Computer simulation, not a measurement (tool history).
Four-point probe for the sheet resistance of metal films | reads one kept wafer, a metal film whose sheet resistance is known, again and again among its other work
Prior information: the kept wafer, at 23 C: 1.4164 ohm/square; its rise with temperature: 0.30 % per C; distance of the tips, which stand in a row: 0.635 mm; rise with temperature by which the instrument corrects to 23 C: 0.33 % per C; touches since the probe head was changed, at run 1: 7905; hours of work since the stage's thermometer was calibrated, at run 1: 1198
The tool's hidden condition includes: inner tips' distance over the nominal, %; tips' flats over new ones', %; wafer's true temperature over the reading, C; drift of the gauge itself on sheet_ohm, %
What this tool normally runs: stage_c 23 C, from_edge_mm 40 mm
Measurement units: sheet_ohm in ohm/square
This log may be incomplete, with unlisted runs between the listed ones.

run	day	stage_c	from_edge_mm	touches since the probe head was changed	hours of work since the stage's thermometer was calibrated	sheet_ohm
1	0	23	40	7905	1198	1.419695
2	1.475	23	40	9439	1220	1.419484
3	3.012	23	40	11037	1243	1.419708
4	4.792	23	40	12885	1269	1.419497
5	5.8	25	40	13933	1284	1.418302
6	7.796	25	40	16008	1313	1.418568
7	9.346	23	5	17620	1336	1.430893
8	10.7	23	5	19027	1356	1.431303
9	11.588	23	16	19948	1369	1.419811
10	12.946	23	40	21361	1389	1.418898
11	14.258	23	40	22724	1409	1.418747
12	15.717	20	47	24240	1430	1.419537
# day 15.862: stage's thermometer calibrated
13	17.521	20	7	26094	24	1.42539
14	18.762	32	6	27385	43	1.422115
# day 19.096: stage's thermometer calibrated, once more
15	19.779	32	6	28418	10	1.424174
16	21.338	21	18	30038	33	1.420556
17	22.725	21	18	31479	54	1.420803
18	23.792	33	69	32588	69	1.4148
19	25.579	33	69	34446	96	1.41411
20	26.421	25	65	35322	108	1.417907
21	27.254	23	5	36189	120	1.431066

Hidden condition of the tool, last listed run before each entry between runs versus first listed run after:
Logged between run 12 and run 13: stage's thermometer calibrated (day 15.862)
  inner tips' distance over the nominal, %: 0.195 -> 0.185; wafer's true temperature over the reading, C: -0.24 -> -0.36
  measured minus no-state result, sheet_ohm: +0.001974 -> +0.0013 ohm/square
Logged between run 14 and run 15: stage's thermometer calibrated, once more (day 19.096)
  inner tips' distance over the nominal, %: 0.177 -> 0.17; wafer's true temperature over the reading, C: -0.37 -> 0.01
  measured minus no-state result, sheet_ohm: +0.001224 -> +0.002662 ohm/square

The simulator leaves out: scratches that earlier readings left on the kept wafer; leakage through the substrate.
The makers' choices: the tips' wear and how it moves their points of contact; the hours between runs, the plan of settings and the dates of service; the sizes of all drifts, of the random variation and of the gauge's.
